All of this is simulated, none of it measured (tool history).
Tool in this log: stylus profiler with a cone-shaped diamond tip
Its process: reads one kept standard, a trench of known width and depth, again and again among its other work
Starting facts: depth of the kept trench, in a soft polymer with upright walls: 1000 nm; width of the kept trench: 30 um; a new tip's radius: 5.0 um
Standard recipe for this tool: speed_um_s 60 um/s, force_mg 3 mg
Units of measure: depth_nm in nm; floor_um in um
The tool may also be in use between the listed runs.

Run 1, hour 0: usual settings. Result: depth_nm 1006.03 nm, floor_um 23.42 um.
Run 2, hour 13.5: usual settings. Result: depth_nm 1005.86 nm, floor_um 23.46 um.
Run 3, hour 27: usual settings. Result: depth_nm 1005.8 nm, floor_um 23.51 um.
Run 4, hour 39.7: usual settings. Result: depth_nm 1005.7 nm, floor_um 23.38 um.
Run 5, hour 51.8: usual settings. Result: depth_nm 1005.56 nm, floor_um 23.45 um.
Run 6, hour 63.5: usual settings. Result: depth_nm 1005.76 nm, floor_um 23.45 um.
Run 7, hour 79.2: usual settings. Result: depth_nm 1005.76 nm, floor_um 23.43 um.
Run 8, hour 91: usual settings. Result: depth_nm 1005.77 nm, floor_um 23.43 um.
Run 9, hour 108.6: usual settings. Result: depth_nm 1005.73 nm, floor_um 23.48 um.
Run 10, hour 116.5: usual settings. Result: depth_nm 1005.78 nm, floor_um 23.47 um.
Run 11, hour 131.9: usual settings but force_mg 2.83 mg. Result: depth_nm 1005.55 nm, floor_um 23.35 um.
Run 12, hour 148.1: usual settings but force_mg 2.83 mg. Result: depth_nm 1005.28 nm, floor_um 23.38 um.
Run 13, hour 166.4: usual settings but force_mg 2.83 mg. Result: depth_nm 1005.48 nm, floor_um 23.35 um.
Run 14, hour 175.2: usual settings but speed_um_s 105 um/s. Result: depth_nm 1005.66 nm, floor_um 23.04 um.
Run 15, hour 193.1: usual settings but speed_um_s 18 um/s. Result: depth_nm 1005.72 nm, floor_um 23.65 um.
Run 16, hour 209.9: usual settings but speed_um_s 44 um/s, force_mg 6.58 mg. Result: depth_nm 1010.37 nm, floor_um 23.54 um.
Run 17, hour 223: usual settings but speed_um_s 44 um/s, force_mg 6.58 mg. Result: depth_nm 1010.35 nm, floor_um 23.55 um.
Run 18, hour 240.1: usual settings but speed_um_s 16 um/s, force_mg 3.67 mg. Result: depth_nm 1006.74 nm, floor_um 23.65 um.
Run 19, hour 248.6: usual settings but speed_um_s 34 um/s, force_mg 6.71 mg. Result: depth_nm 1010.63 nm, floor_um 23.61 um.
Run 20, hour 262.5: usual settings but speed_um_s 89 um/s. Result: depth_nm 1005.7 nm, floor_um 23.2 um.
Run 21, hour 278.4: usual settings but speed_um_s 43 um/s, force_mg 1.31 mg. Result: depth_nm 1002.6 nm, floor_um 23.29 um.
Run 22, hour 290: usual settings but speed_um_s 21 um/s, force_mg 2.94 mg. Result: depth_nm 1005.68 nm, floor_um 23.58 um.
Run 23, hour 301.7: usual settings but speed_um_s 63 um/s, force_mg 1.91 mg. Result: depth_nm 1003.87 nm, floor_um 23.26 um.
Run 24, hour 309.9: usual settings but speed_um_s 124 um/s, force_mg 2.21 mg. Result: depth_nm 1004.39 nm, floor_um 22.84 um.
Run 25, hour 319.4: usual settings but speed_um_s 35 um/s, force_mg 1.03 mg. Result: depth_nm 1002.37 nm, floor_um 23.25 um.
Run 26, hour 332.2: usual settings but speed_um_s 213 um/s. Result: depth_nm 1005.59 nm, floor_um 22.41 um.
Run 27, hour 341.2: usual settings but speed_um_s 213 um/s. Result: depth_nm 1005.26 nm, floor_um 22.37 um.
Run 28, hour 352.4: usual settings but speed_um_s 23 um/s, force_mg 8.63 mg. Result: depth_nm 1012.46 nm, floor_um 23.57 um.
Run 29, hour 369.9: usual settings but speed_um_s 34 um/s, force_mg 1.35 mg. Result: depth_nm 1002.82 nm, floor_um 23.34 um.
Run 30, hour 384.9: usual settings but speed_um_s 107 um/s, force_mg 1.95 mg. Result: depth_nm 1004.07 nm, floor_um 22.87 um.

Measured less the same run without the tool's hidden state. The same run-to-run variation is in both; the gauge's scatter may not be:
The hidden state here: radius of the tip, um; height scale over the true one, %; drift of the gauge itself on depth_nm, %; drift of the gauge itself on floor_um, %.
run  depth_nm  floor_um
  1     -0.96      -0.2
  2     -0.98      -0.2
  3     -0.99      -0.2
  4        -1     -0.22
  5     -1.01     -0.22
  6     -1.02     -0.23
  7     -1.04     -0.23
  8     -1.05     -0.23
  9     -1.07     -0.24
 10     -1.07     -0.24
 11     -1.09     -0.25
 12      -1.1     -0.26
 13     -1.12     -0.27
 14     -1.13     -0.27
 15     -1.15     -0.28
 16     -1.17     -0.29
 17     -1.18     -0.29
 18      -1.2      -0.3
 19      -1.2      -0.3
 20     -1.22     -0.31
 21     -1.22     -0.32
 22     -1.24     -0.32
 23     -1.25     -0.33
 24     -1.26     -0.33
 25     -1.27     -0.33
 26     -1.29     -0.34
 27     -1.29     -0.34
 28     -1.31     -0.35
 29     -1.32     -0.35
 30     -1.33     -0.36
